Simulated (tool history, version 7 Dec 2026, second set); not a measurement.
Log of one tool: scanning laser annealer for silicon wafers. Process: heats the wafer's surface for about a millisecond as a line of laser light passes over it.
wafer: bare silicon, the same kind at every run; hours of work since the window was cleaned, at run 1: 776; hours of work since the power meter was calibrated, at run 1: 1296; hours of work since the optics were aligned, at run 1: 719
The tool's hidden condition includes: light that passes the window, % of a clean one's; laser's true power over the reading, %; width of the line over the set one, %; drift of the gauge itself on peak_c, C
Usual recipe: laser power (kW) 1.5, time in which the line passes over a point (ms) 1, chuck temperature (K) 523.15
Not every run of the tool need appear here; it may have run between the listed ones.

run	hour	laser power (kW)	time in which the line passes over a point (ms)	chuck temperature (K)	hours of work since the window was cleaned	hours of work since the power meter was calibrated	hours of work since the optics were aligned	highest temperature of the surface (K)
1	0	1.5	1	523.15	776	1296	719	1186.15
2	54.7	1.5	1	523.15	808	1328	752	1185.15
# hour 75.9: window over the wafer cleaned
3	101.3	1.5	1	523.15	15	1355	778	1219.15
4	169.5	1.5	1	523.15	55	1395	818	1219.15
5	254.6	1.5	1	523.15	105	1445	868	1213.15
6	298	1.5	1	523.15	131	1471	894	1214.15
7	382.7	1.5	1	523.15	181	1521	944	1214.15
8	430.6	1.5	1	523.15	209	1549	972	1209.15
9	483.1	1.5	0.78	523.15	240	1580	1003	1129.15
10	547.8	1.5	1	523.15	278	1618	1041	1202.15
11	615.1	1.5	1.11	523.15	318	1658	1081	1233.15
# hour 694.5: optics aligned, line set to its width
12	712.6	1.5	1.11	523.15	373	1713	11	1228.15
13	802	1.5	1	523.15	426	1765	63	1195.15
14	870.4	1.5	1	523.15	466	1806	104	1189.15
# hour 911.5: optics aligned, line set to its width, once more
15	923.4	1.5	1	523.15	494	1834	7	1206.15
16	995.8	1.5	1	523.15	537	1877	50	1205.15
17	1072.7	1.5	1	523.15	582	1922	95	1202.15
18	1148	1.599	1	523.15	627	1966	140	1242.15
19	1191.4	1.452	1.23	537.15	652	1992	165	1256.15
20	1277.4	1.5	1	557.15	703	2043	216	1229.15
21	1347.2	1.5	1.14	509.15	744	2084	257	1218.15
22	1432.8	1.509	0.9	523.15	795	2135	308	1159.15
# hour 1478.4: window over the wafer cleaned
23	1486.9	1.35	0.86	523.15	5	2165	338	1113.15
24	1566.6	1.35	0.79	497.15	52	2212	385	1067.15
25	1613.9	1.5	1.14	529.15	80	2240	413	1266.15
26	1666.9	1.404	0.99	509.15	111	2272	445	1162.15
27	1728.6	1.404	0.99	509.15	148	2308	481	1156.15
28	1802.3	1.433	0.8	498.15	191	2351	525	1092.15
29	1871.5	1.415	1.17	523.15	232	2392	565	1223.15
30	1957.6	1.415	0.88	523.15	283	2443	616	1135.15
31	2002.8	1.5	0.78	523.15	309	2470	643	1129.15
32	2053.6	1.5	0.78	523.15	339	2500	673	1129.15
33	2122.2	1.5	0.78	523.15	380	2540	713	1128.15
34	2173.8	1.5	0.78	523.15	410	2571	744	1124.15
35	2229.1	1.5	0.78	523.15	443	2603	776	1122.15
36	2321	1.5	0.76	518.15	497	2658	831	1109.15

Hidden state at the last listed run before each entry between runs and at the first one after, where it differs:
Logged between run 2 and run 3: window over the wafer cleaned (hour 75.9)
  light that passes the window, % of a clean one's: 93.89 -> 99.88; laser's true power over the reading, %: -0.44 -> -0.45; width of the line over the set one, %: 3.39 -> 3.5
  measured less the result without the state, highest temperature of the surface (K): -51 -> -15
Logged between run 11 and run 12: optics aligned, line set to its width (hour 694.5)
  light that passes the window, % of a clean one's: 97.72 -> 97.32; laser's true power over the reading, %: -0.57 -> -0.59; width of the line over the set one, %: 4.83 -> 6.02
  measured less the result without the state, highest temperature of the surface (K): -34 -> -41
Logged between run 14 and run 15: optics aligned, line set to its width, once more (hour 911.5)
  light that passes the window, % of a clean one's: 96.6 -> 96.4; laser's true power over the reading, %: -0.63 -> -0.64; width of the line over the set one, %: 6.42 -> 0.09
  measured less the result without the state, highest temperature of the surface (K): -44 -> -27
Logged between run 22 and run 23: window over the wafer cleaned (hour 1478.4)
  light that passes the window, % of a clean one's: 94.25 -> 99.64; laser's true power over the reading, %: -0.76 -> -0.77; width of the line over the set one, %: 1.39 -> 1.53
  measured less the result without the state, highest temperature of the surface (K): -43 -> -10
